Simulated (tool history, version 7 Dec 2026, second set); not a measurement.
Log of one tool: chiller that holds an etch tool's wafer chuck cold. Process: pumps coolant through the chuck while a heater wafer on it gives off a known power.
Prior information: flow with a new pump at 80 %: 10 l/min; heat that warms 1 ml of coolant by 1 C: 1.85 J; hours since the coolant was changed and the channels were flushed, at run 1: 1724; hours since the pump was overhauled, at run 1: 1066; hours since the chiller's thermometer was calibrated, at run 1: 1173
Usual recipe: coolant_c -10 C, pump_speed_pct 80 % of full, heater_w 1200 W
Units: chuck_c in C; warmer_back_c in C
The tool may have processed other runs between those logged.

run,day,coolant_c,pump_speed_pct,heater_w,hours since the coolant was changed and the channels were flushed,hours since the pump was overhauled,hours since the chiller's thermometer was calibrated,chuck_c,warmer_back_c
1,0.000,-10,80,1200,1724,1066,1173,-1.2,3.91
2,1.179,-10,80,1200,1752,1094,1202,-1.1,3.92
3,2.525,-10,80,1200,1785,1126,1234,-1.0,3.89
4,4.117,-10,93,1200,1823,1164,1272,-2.5,3.20
5,4.850,-10,93,1200,1840,1182,1290,-2.4,3.25
6,5.746,-10,80,1073,1862,1204,1311,-2.1,3.47
7,6.417,-10,80,1073,1878,1220,1327,-2.0,3.40
8,7.883,-10,80,1073,1913,1255,1363,-2.2,3.44
9,8.871,-10,80,1200,1937,1279,1386,-1.1,3.88
10,9.692,-10,80,1200,1957,1298,1406,-1.2,3.88
11,11.000,-10,80,1200,1988,1330,1437,-1.0,3.75
12,11.846,-10,63,1200,2008,1350,1458,1.4,4.97
13,12.554,-10,78,1200,2025,1367,1475,-1.0,3.90
14,13.292,-10,78,1200,2043,1385,1492,-0.7,3.91
15,14.208,-10,78,1200,2065,1407,1514,-0.9,3.90
16,14.850,-10,78,1200,2080,1422,1530,-0.9,3.91
17,16.179,-10,78,741,2112,1454,1562,-4.4,2.37

What does the tool deliver on the next run?
18,16.875,-10,64,602,2129,1471,1578,?,?

Logged for run 18: chuck_c -4.6 C, warmer_back_c 2.35 C.
The same run, on a tool lacking any hidden state, would have yielded chuck_c -4.6 C, warmer_back_c 2.49 C.

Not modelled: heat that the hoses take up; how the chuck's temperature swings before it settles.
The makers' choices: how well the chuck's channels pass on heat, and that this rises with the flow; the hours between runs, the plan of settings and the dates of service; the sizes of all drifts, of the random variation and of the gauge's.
